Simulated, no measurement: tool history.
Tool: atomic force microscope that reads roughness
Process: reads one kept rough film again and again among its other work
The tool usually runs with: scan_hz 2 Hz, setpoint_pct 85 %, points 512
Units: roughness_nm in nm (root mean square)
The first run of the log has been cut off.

run   hour  scan_hz  setpoint_pct  points  roughness_nm
  2    6.9        2            85     512         0.779
  3   12.8        2            85     512         0.779
  4   19.5        2            85     512         0.773
  5   31.9        2            85     512         0.765
  6   45.1        2            85     512         0.752
      55.5  -- new tip fitted
  7   58.6        2            85     512         0.863
  8   69.3     1.41            85     512         0.886
  9   75.3        2            85     512         0.842
 10   86.5        2            85     512         0.846
 11   95.3     0.64            85     512         0.905
 12  106.4        2            85     512         0.818
 13  116.3        2            85     512         0.806
 14  128.5        2            85     512         0.798
 15    136        2            85     512         0.796
 16  149.1     0.81            85     512         0.847
 17    160     0.81            85     512          0.84
 18  170.4     0.81            85     512         0.819
 19  183.5     0.81            85     512         0.807
     189.2  -- new tip fitted
 20  193.3     0.81            85     512          0.93
 21  202.4     0.81            85     512         0.911
 22  208.7     0.81            85     512         0.911
 23  215.4     0.81            85     512         0.918
 24    228     0.81            85     512         0.892
 25  234.4     0.81            85     512         0.885

Expected results for the next run?
 26  241.9     3.44            87     261             ?

Run 26 measured roughness_nm 0.697 nm (root mean square).
On a tool with no hidden condition, and with the same random variation, this run would have come out at roughness_nm 0.751 nm (root mean square).

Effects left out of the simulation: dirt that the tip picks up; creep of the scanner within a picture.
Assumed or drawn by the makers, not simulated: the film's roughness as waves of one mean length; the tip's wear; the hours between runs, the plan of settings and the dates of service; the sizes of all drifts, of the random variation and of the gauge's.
